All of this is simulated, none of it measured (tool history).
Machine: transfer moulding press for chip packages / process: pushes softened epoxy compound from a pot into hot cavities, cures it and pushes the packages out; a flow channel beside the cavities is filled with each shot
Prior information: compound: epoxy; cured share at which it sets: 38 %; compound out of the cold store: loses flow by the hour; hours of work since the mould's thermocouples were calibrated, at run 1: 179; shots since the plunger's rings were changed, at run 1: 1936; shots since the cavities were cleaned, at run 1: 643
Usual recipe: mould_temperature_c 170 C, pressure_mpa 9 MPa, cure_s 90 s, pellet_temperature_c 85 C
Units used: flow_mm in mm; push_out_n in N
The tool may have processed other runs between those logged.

run,hour,mould_temperature_c,pressure_mpa,cure_s,pellet_temperature_c,hours of work since the mould's thermocouples were calibrated,shots since the plunger's rings were changed,shots since the cavities were cleaned,incoming compound's hours out of the cold store,flow_mm,push_out_n
1,0,170,9,90,85,179,1936,643,13.4,795,1114
2,6,170,9,90,85,182,1991,698,32.5,724,1131
3,15.4,170,7,90,85,186,2078,785,32.8,636,1112
4,23.5,170,9,90,85,190,2153,860,39.6,699,1103
5,29.8,170,9,90,85,193,2211,918,10.5,785,1256
6,37.9,170,9,90,85,196,2285,992,27.2,730,1202
7,43.3,170,9,90,85,199,2335,1042,43.2,687,1112
# hour 53.2: cavities cleaned with cleaning compound and waxed
8,55.8,170,9,90,85,204,2436,23,30.8,710,739
9,66.6,170,9,90,85,209,2536,123,8.9,807,882
10,72.3,170,9,90,85,211,2589,176,22.7,739,862
11,83.1,170,9,90,85,216,2688,275,34.4,710,906
12,93.9,170,9,90,85,221,2788,375,31.5,724,959
13,100.8,170,9,90,85,224,2852,439,12.8,766,1072
14,110.2,170,9,90,85,229,2938,525,24.3,735,1078
15,118.1,170,9,90,85,232,3011,598,12.4,783,1120
16,124.8,170,9,90,85,235,3074,661,28.5,720,1066
17,135.4,175,10.13,114,76,240,3171,758,14.8,786,700

Forecast run 18:
18,144.3,175,10.13,114,76,244,3253,840,35.3,?,?

{"run 18": {"flow_mm": 722, "push_out_n": 717}}
Take away the tool's hidden state, keep the run-to-run variation as it was, and the same run would have given flow_mm 767 mm, push_out_n 461 N.
